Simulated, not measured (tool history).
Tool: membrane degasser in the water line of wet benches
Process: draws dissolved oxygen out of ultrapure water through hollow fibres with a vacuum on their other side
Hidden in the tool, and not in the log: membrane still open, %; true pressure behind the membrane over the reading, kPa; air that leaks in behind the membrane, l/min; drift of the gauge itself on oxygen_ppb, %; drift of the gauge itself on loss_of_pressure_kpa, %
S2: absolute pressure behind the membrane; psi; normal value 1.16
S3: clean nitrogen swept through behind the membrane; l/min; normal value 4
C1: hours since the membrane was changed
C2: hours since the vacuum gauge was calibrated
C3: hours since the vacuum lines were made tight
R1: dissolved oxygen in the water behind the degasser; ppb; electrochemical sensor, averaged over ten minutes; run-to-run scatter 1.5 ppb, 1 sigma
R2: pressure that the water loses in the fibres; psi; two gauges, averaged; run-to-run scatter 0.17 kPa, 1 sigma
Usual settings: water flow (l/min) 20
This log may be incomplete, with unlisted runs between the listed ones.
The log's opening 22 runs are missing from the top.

{"run": 23, "hour": 3050.7, "water flow (l/min)": 20, "S2": 2.026, "S3": 10.88, "C1": 6389, "C2": 1967, "C3": 2731, "R1": 155.9, "R2": 8.279}
{"run": 24, "hour": 3168.7, "water flow (l/min)": 20, "S2": 2.026, "S3": 10.88, "C1": 6507, "C2": 2085, "C3": 2849, "R1": 152.9, "R2": 8.277}
{"run": 25, "hour": 3315.2, "water flow (l/min)": 30, "S2": 2.312, "S3": 4.5, "C1": 6653, "C2": 2231, "C3": 2995, "R1": 518.3, "R2": 12.44}
{"run": 26, "hour": 3427.0, "water flow (l/min)": 31, "S2": 1.16, "S3": 5.69, "C1": 6765, "C2": 2343, "C3": 3107, "R1": 421.8, "R2": 12.765}
{"run": 27, "hour": 3584.4, "water flow (l/min)": 19, "S2": 1.16, "S3": 5.91, "C1": 6923, "C2": 2500, "C3": 3265, "R1": 125.7, "R2": 7.851}
{"run": 28, "hour": 3657.2, "water flow (l/min)": 20, "S2": 1.16, "S3": 6.43, "C1": 6996, "C2": 2573, "C3": 3337, "R1": 141.8, "R2": 8.248}
{"hour": 3667.8, "done": "seals of the vacuum lines changed"}
{"run": 29, "hour": 3748.7, "water flow (l/min)": 32, "S2": 1.816, "S3": 6.43, "C1": 7085, "C2": 2663, "C3": 81, "R1": 489.5, "R2": 13.143}
{"run": 30, "hour": 3833.3, "water flow (l/min)": 32, "S2": 1.816, "S3": 6.43, "C1": 7170, "C2": 2747, "C3": 166, "R1": 492.6, "R2": 13.23}
{"run": 31, "hour": 3942.9, "water flow (l/min)": 20, "S2": 1.816, "S3": 9.7, "C1": 7279, "C2": 2857, "C3": 275, "R1": 154.5, "R2": 8.218}
{"run": 32, "hour": 4097.3, "water flow (l/min)": 16, "S2": 2.63, "S3": 5.27, "C1": 7434, "C2": 3011, "C3": 429, "R1": 157, "R2": 6.57}
{"run": 33, "hour": 4259.5, "water flow (l/min)": 16, "S2": 2.63, "S3": 5.27, "C1": 7596, "C2": 3173, "C3": 592, "R1": 155.5, "R2": 6.557}

3 options for the next run, each taken on its own from the tool as it stands now. Forecast them:
{"run": "A", "hour": 4358.2, "water flow (l/min)": 15, "S2": 2.582, "S3": 2.84, "C1": 7695, "C2": 3272, "C3": 690, "R1": "?", "R2": "?"}
{"run": "B", "hour": 4358.2, "water flow (l/min)": 27, "S2": 1.395, "S3": 5.27, "C1": 7695, "C2": 3272, "C3": 690, "R1": "?", "R2": "?"}
{"run": "C", "hour": 4358.2, "water flow (l/min)": 24, "S2": 1.16, "S3": 2.58, "C1": 7695, "C2": 3272, "C3": 690, "R1": "?", "R2": "?"}

run=A R1=218.4 R2=6.128
run=B R1=333.7 R2=11.063
run=C R1=286.8 R2=9.825
Without the tool's hidden state the same runs would have given:
run=A R1=218.2 R2=6.296
run=B R1=333 R2=11.367
run=C R1=286.3 R2=10.095

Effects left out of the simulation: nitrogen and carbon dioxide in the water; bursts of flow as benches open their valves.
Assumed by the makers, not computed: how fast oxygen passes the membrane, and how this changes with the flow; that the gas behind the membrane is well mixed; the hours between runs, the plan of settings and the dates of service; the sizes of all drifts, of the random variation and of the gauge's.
